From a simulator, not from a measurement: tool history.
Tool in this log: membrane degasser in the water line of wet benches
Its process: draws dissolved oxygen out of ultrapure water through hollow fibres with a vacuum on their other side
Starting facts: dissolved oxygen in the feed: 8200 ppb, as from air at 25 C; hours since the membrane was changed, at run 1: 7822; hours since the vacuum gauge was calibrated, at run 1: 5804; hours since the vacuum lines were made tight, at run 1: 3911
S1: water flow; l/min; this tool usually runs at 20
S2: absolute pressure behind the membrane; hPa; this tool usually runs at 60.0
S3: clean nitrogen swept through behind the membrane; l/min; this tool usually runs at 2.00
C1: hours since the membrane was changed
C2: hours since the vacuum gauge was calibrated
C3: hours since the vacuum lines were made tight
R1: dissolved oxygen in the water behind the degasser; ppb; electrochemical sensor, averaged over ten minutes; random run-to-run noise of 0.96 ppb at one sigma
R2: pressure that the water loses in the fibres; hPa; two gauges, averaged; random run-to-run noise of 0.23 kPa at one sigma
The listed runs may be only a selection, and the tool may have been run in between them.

run 1 hour=0.0 | S1=20 S2=60.0 S3=2.00 | C1=7822 C2=5804 C3=3911 | R1=92.2 R2=597.7
run 2 hour=124.7 | S1=14 S2=60.0 S3=2.00 | C1=7947 C2=5929 C3=4036 | R1=52.8 R2=417.1
run 3 hour=315.6 | S1=14 S2=60.0 S3=2.00 | C1=8137 C2=6120 C3=4227 | R1=53.4 R2=418.3
run 4 hour=512.6 | S1=20 S2=60.0 S3=2.00 | C1=8334 C2=6317 C3=4424 | R1=90.8 R2=601.4
run 5 hour=692.6 | S1=18 S2=60.0 S3=2.00 | C1=8514 C2=6497 C3=4604 | R1=75.9 R2=540.7
run 6 hour=833.4 | S1=18 S2=92.3 S3=2.00 | C1=8655 C2=6637 C3=4745 | R1=144.6 R2=542.7
run 7 hour=1027.5 | S1=18 S2=92.3 S3=2.00 | C1=8849 C2=6831 C3=4939 | R1=140.9 R2=540.6
run 8 hour=1210.3 | S1=20 S2=60.0 S3=2.00 | C1=9032 C2=7014 C3=5122 | R1=93.8 R2=598.4
run 9 hour=1393.6 | S1=29 S2=60.0 S3=2.00 | C1=9215 C2=7198 C3=5305 | R1=176.6 R2=866.9
run 10 hour=1514.7 | S1=20 S2=60.0 S3=2.00 | C1=9337 C2=7319 C3=5426 | R1=91.6 R2=595.5
run 11 hour=1654.8 | S1=20 S2=60.0 S3=2.00 | C1=9477 C2=7459 C3=5566 | R1=91.1 R2=602.8
run 12 hour=1745.5 | S1=20 S2=60.0 S3=2.00 | C1=9567 C2=7549 C3=5657 | R1=92.0 R2=597.6
run 13 hour=1909.2 | S1=20 S2=60.0 S3=2.00 | C1=9731 C2=7713 C3=5820 | R1=91.3 R2=595.6
run 14 hour=2017.9 | S1=20 S2=60.0 S3=2.26 | C1=9840 C2=7822 C3=5929 | R1=84.2 R2=599.1
run 15 hour=2110.8 | S1=27 S2=66.3 S3=3.71 | C1=9933 C2=7915 C3=6022 | R1=128.0 R2=812.7
run 16 hour=2209.1 | S1=15 S2=80.0 S3=0.97 | C1=10031 C2=8013 C3=6120 | R1=171.2 R2=450.2
run 17 hour=2315.4 | S1=15 S2=65.2 S3=0.97 | C1=10137 C2=8119 C3=6227 | R1=126.7 R2=451.1
-- hour=2508.7 vacuum gauge calibrated
run 18 hour=2528.0 | S1=15 S2=65.2 S3=0.97 | C1=10349 C2=19 C3=6439 | R1=124.0 R2=447.5
run 19 hour=2619.8 | S1=15 S2=65.2 S3=0.97 | C1=10441 C2=111 C3=6531 | R1=124.2 R2=449.0
run 20 hour=2824.7 | S1=17 S2=44.5 S3=1.68 | C1=10646 C2=316 C3=6735 | R1=43.4 R2=506.1
run 21 hour=2993.3 | S1=30 S2=119.8 S3=2.82 | C1=10815 C2=485 C3=6904 | R1=305.5 R2=895.3
run 22 hour=3171.2 | S1=30 S2=119.8 S3=2.82 | C1=10993 C2=662 C3=7082 | R1=309.7 R2=896.1
run 23 hour=3303.5 | S1=24 S2=58.4 S3=3.92 | C1=11125 C2=795 C3=7214 | R1=89.0 R2=721.9
run 24 hour=3428.6 | S1=24 S2=68.3 S3=0.99 | C1=11250 C2=920 C3=7339 | R1=237.5 R2=719.5

Run 25 is up next; what results do you expect?
run 25 hour=3574.7 | S1=14 S2=68.3 S3=0.97 | C1=11396 C2=1066 C3=7485 | R1=? R2=?

{"run 25": {"R1": 123.0, "R2": 420.1}}
With the hidden condition absent and the run-to-run variation left alone, this run would have shown R1 123.0 ppb, R2 419.9 hPa.

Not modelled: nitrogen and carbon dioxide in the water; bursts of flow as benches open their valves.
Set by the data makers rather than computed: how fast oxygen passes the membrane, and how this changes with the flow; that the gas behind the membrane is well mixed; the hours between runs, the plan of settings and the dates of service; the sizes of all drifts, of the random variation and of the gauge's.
